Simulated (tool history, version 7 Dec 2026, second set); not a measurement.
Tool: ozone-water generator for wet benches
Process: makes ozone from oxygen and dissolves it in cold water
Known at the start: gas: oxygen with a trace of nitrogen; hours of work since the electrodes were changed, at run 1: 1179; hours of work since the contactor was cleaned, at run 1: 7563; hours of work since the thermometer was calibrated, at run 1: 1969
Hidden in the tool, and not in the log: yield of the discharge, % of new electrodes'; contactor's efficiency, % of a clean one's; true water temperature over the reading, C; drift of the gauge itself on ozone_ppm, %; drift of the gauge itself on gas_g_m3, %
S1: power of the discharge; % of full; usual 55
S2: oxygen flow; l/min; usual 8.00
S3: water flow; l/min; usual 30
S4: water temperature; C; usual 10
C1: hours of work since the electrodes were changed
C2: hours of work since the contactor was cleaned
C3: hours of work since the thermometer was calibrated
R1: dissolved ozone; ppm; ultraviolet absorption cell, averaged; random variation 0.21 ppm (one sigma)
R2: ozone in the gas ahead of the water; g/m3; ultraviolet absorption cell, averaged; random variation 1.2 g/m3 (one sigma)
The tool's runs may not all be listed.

run     day  S1    S2  S3  S4    C1    C2    C3    R1     R2
  1   0.000  55  8.00  30  10  1179  7563  1969  30.4  227.4
  2   1.554  55  8.00  30  10  1206  7590  1997  30.7  227.4
  3   2.467  55  8.00  30  10  1223  7607  2013  30.4  225.6
      3.217  -- contactor cleaned
  4   4.317  55  8.00  30  10  1253    20  2043  30.5  228.9
  5   5.421  55  8.00  30  10  1272    39  2063  30.1  230.2
  6   6.304  55  8.00  30  10  1288    55  2079  30.4  228.6
  7   7.925  55  8.05  30  16  1317    84  2108  28.1  228.2
  8   9.296  55  8.05  30  16  1341   108  2132  28.4  229.0
  9  10.392  92  4.87  36  11  1361   128  2152  30.7  377.3
 10  11.500  71  4.71  23   8  1381   148  2171  38.1  322.2

Forecast each of these 4 alternatives for the next run:
  A  13.121  55  8.00  30   8  1409  176  2200   ?   ?
  B  13.121  71  9.60  23   6  1409  176  2200   ?   ?
  C  13.121  55  9.51  35  10  1409  176  2200   ?   ?
  D  13.121  71  8.06  23   8  1409  176  2200   ?   ?

run    R1     R2
  A  31.1  227.8
  B  48.5  259.2
  C  28.8  216.5
  D  45.2  272.6
Without the tool's hidden state the same runs would have given:
run    R1     R2
  A  31.1  226.4
  B  48.5  257.6
  C  28.8  215.1
  D  45.3  270.9

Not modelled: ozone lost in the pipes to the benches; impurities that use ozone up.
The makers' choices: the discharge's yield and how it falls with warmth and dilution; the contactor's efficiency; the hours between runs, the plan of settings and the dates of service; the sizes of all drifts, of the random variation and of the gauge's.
